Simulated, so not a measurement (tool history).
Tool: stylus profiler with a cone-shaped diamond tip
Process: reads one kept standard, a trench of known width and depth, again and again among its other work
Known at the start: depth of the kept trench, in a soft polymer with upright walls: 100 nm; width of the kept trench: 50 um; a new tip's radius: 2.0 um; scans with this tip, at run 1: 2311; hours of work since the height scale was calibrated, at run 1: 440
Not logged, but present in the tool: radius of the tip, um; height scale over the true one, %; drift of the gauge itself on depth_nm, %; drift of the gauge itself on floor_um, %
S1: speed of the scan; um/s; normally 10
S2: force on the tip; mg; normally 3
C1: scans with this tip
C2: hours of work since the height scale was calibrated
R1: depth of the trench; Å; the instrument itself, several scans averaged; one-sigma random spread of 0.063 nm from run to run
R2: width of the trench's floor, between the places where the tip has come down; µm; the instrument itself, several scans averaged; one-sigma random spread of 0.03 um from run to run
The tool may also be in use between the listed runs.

run   hour  S1    S2    C1    C2      R1     R2
  1      0  10     3  2311   440  1015.5   48.7
  2   28.6  10     3  2413   459  1013.6   48.7
  3     53  10     3  2500   476  1015.1  48.68
  4   66.7  10     3  2549   485  1015.2  48.75
  5   86.3  10     3  2619   498  1014.6  48.68
  6   99.1   3     3  2665   507  1014.8  48.78
  7  124.9   3     3  2757   525  1013.9  48.75
  8  141.6  10     3  2817   536  1014.9  48.74
  9  163.9  10     3  2897   551  1014.4  48.72
 10  188.8   7     3  2986   568  1014.5  48.71
 11  214.2   3     3  3077   586  1014.5  48.71
 12  239.8  10  4.43  3168   603    1018   48.7
 13    271  10  4.43  3280   624  1020.1  48.74
 14  294.5  10  4.43  3364   640    1019  48.72
 15  309.7  10  4.43  3418   651  1018.9   48.7
 16  324.6  10  3.88  3471   661  1016.8  48.76
 17  349.5  10  3.88  3561   678  1017.2  48.68
 18  364.7  10  1.57  3615   688  1009.1  48.66
 19  379.8  10  1.57  3669   698  1009.1  48.68
 20    394  10  1.57  3720   708    1009  48.72
 21  419.9  30  1.57  3812   726  1009.1  48.58
 22  447.8  30  1.57  3912   745  1009.2  48.56
 23  475.7  30  1.57  4012   764  1009.7  48.55
 24  500.1  20   1.9  4099   780  1009.8  48.64
 25  527.1  20   1.9  4195   799  1010.7  48.59
 26    557  20  1.45  4302   819  1008.2  48.61
 27  583.4   7  1.23  4397   837  1007.5  48.67
 28  599.3   7  1.23  4454   848  1008.3  48.73
 29    619   7  1.23  4524   861  1006.5  48.66
 30  633.6   7  1.23  4576   871    1008  48.73
 31  656.2   7  1.23  4657   886  1007.7  48.68
 32  670.5  32  1.81  4708   896  1010.8  48.58
 33    684  32  1.81  4756   905  1009.8  48.56
 34  702.1  29  1.95  4821   918  1010.2  48.62
 35  719.1   4  2.39  4882   929  1011.9  48.73
 36  745.8   4  2.39  4978   947  1013.7  48.72
 37  772.6  18  1.15  5073   966  1007.9  48.62
 38  798.7   2   2.1  5167   983  1011.7  48.69
 39  827.6   2   2.1  5270  1003  1011.6   48.7

Run 40, settings as shown, results not yet in. Your forecast:
 40  846.6   2  2.1  5338  1016   ?   ?

R1: 1010.9 Å
R2: 48.71 µm
Were there no unlogged condition in the tool, this run, its random variation unchanged, would have produced R1 1011 Å, R2 48.71 µm.

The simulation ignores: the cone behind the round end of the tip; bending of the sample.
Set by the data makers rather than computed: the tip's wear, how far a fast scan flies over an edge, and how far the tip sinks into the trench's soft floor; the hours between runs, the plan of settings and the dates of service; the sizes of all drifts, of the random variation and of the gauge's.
